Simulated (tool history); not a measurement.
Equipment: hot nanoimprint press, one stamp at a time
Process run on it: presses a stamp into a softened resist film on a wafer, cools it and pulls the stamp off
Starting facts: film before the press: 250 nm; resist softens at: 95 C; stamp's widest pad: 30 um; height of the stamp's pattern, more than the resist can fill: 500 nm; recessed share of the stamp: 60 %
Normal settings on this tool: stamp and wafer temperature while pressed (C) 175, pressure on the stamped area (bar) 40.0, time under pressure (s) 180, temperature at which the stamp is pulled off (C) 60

run	day	stamp and wafer temperature while pressed (C)	pressure on the stamped area (bar)	time under pressure (s)	temperature at which the stamp is pulled off (C)	resist left under the stamp's widest pad (angstrom)	greatest force while the stamp is pulled off (N)
1	0.000	175	40.0	180	60	1375	134
2	0.750	175	40.0	180	60	1372	132
3	1.604	175	40.0	180	60	1374	136
4	2.942	175	38.5	180	60	1397	138
5	3.554	175	39.7	180	60	1376	134
# day 4.346: stamp cleaned and given a new release coat
6	4.575	175	40.0	180	60	1400	137
7	5.792	175	40.0	180	60	1376	127
8	6.725	175	40.0	180	60	1377	139
9	7.783	179	40.0	180	60	1247	132
10	8.654	175	40.0	180	60	1375	136
11	9.967	175	40.0	180	60	1375	133
12	11.317	175	29.2	180	60	1590	133
13	12.721	175	40.0	180	60	1366	137
14	13.338	175	40.0	148	60	1461	136
15	14.550	175	40.0	180	60	1376	133
16	15.571	175	39.0	180	55	1378	149
# day 16.996: stamp cleaned and given a new release coat
17	17.108	175	58.0	180	60	1149	134
18	17.979	179	27.6	208	51	1417	168
19	19.346	179	27.6	208	51	1407	165
20	20.217	179	51.8	208	54	1046	158
21	20.892	175	48.8	231	52	1148	172
22	21.642	175	34.9	351	52	1169	172
23	23.025	175	34.9	351	52	1192	167
24	23.908	178	32.3	348	54	1136	159
25	24.708	186	39.5	203	65	1025	117
26	26.058	175	34.9	166	65	1508	113
# day 26.467: plate thermocouple calibrated
27	27.388	175	34.9	166	66	1511	110
28	28.038	169	42.0	157	47	1630	185
29	28.675	181	34.7	122	56	1447	150

Branching from run 29: 4 alternative next runs. What would each branch give?
# day 29.758: stamp cleaned and given a new release coat
A	29.758	181	34.7	122	59	?	?
# day 29.758: stamp cleaned and given a new release coat
B	29.758	178	56.2	99	56	?	?
# day 29.758: stamp cleaned and given a new release coat
C	29.758	181	62.4	122	68	?	?
# day 29.758: stamp cleaned and given a new release coat
D	29.758	170	40.0	180	60	?	?

run	resist left under the stamp's widest pad (angstrom)	greatest force while the stamp is pulled off (N)
A	1442	134
B	1331	147
C	1077	99
D	1568	132
Had the tool no hidden state, the same runs would have come out as:
run	resist left under the stamp's widest pad (angstrom)	greatest force while the stamp is pulled off (N)
A	1441	134
B	1330	147
C	1075	99
D	1567	132

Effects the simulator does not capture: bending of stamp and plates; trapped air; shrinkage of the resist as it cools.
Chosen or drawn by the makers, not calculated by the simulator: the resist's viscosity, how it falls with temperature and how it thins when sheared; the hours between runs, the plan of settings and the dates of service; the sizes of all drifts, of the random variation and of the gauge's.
